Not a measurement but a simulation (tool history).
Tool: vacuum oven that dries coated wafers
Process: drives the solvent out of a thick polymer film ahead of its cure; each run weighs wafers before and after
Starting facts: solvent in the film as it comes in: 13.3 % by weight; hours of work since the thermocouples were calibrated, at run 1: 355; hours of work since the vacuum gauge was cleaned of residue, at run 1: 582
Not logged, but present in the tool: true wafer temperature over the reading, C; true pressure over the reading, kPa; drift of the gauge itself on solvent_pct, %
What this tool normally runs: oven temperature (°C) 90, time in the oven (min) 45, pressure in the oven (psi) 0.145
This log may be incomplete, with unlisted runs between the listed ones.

run,hour,oven temperature (°C),time in the oven (min),pressure in the oven (psi),hours of work since the thermocouples were calibrated,hours of work since the vacuum gauge was cleaned of residue,solvent left in the film (%)
1,0.0,90,45,0.145,355,582,1.74
2,27.4,90,45,0.319,366,593,2.34
3,72.8,90,45,0.319,385,612,2.37
4,100.9,90,45,0.463,397,624,2.88
5,139.6,90,45,0.463,414,641,2.86
6,170.0,90,45,0.463,426,654,2.84
7,216.1,90,45,0.463,446,673,2.85
8,270.3,90,45,0.463,469,696,2.84
9,311.6,90,37,0.145,486,714,2.21
10,362.2,90,37,0.145,508,735,2.18
11,402.4,87,45,0.145,525,752,2.30
12,432.6,87,45,0.145,538,765,2.27
13,465.4,90,45,0.135,551,779,1.64
14,501.0,90,45,0.341,566,794,2.33
15,535.8,90,45,0.341,581,808,2.35
16,569.8,90,45,0.341,596,823,2.33
17,608.6,90,45,0.341,612,839,2.34
18,672.4,90,45,0.341,639,866,2.34
19,724.5,90,45,0.203,661,888,1.84
20,771.0,90,28,0.145,681,908,2.99
21,812.8,90,28,0.145,698,925,2.99
22,867.7,90,28,0.145,722,949,2.99
23,897.4,82,45,0.145,734,961,3.51
24,926.2,90,27,0.145,746,973,3.15
25,957.1,90,27,0.145,759,986,3.10
26,1020.9,81,26,0.170,786,1013,5.82
27,1054.6,84,23,0.102,801,1028,5.20
28,1117.3,92,45,0.145,827,1054,1.30
29,1172.5,79,52,0.566,850,1078,5.71
30,1204.7,93,27,0.145,864,1091,2.34
31,1260.2,93,27,0.145,888,1115,2.35
# hour 1266.4: oven's thermocouples calibrated
32,1291.6,89,59,0.231,11,1127,1.45
33,1349.9,101,45,0.145,35,1152,0.50
34,1404.1,80,35,0.086,58,1175,4.39
# hour 1425.5: oven's thermocouples calibrated, once more
35,1457.0,85,50,0.281,13,1196,3.45
36,1500.7,82,63,0.219,32,1215,3.26
37,1543.3,90,67,0.384,50,1233,2.18
38,1573.4,103,67,0.393,63,1245,1.11
39,1608.3,83,35,0.126,77,1260,4.51
40,1650.6,83,35,0.126,95,1278,4.55
41,1701.2,102,30,0.328,117,1299,1.37
42,1737.0,102,30,0.328,132,1315,1.43
43,1782.4,102,49,0.328,151,1334,1.01
44,1813.0,102,49,0.328,164,1347,1.05
45,1850.7,105,45,0.476,180,1363,1.27
46,1896.4,105,53,0.476,199,1382,1.28
47,1936.9,105,53,0.476,216,1399,1.26
48,1982.5,105,43,0.207,236,1418,0.62

Alternative continuations, all from the tool just after run 48; predict every row:
A,2037.5,87,43,0.209,259,1442,?
B,2037.5,81,36,0.535,259,1442,?
C,2037.5,105,28,0.207,259,1442,?

run,solvent left in the film (%)
A,2.98
B,6.57
C,0.85
What these runs would have given with no unlogged condition in the tool:
run,solvent left in the film (%)
A,2.95
B,6.57
C,0.80
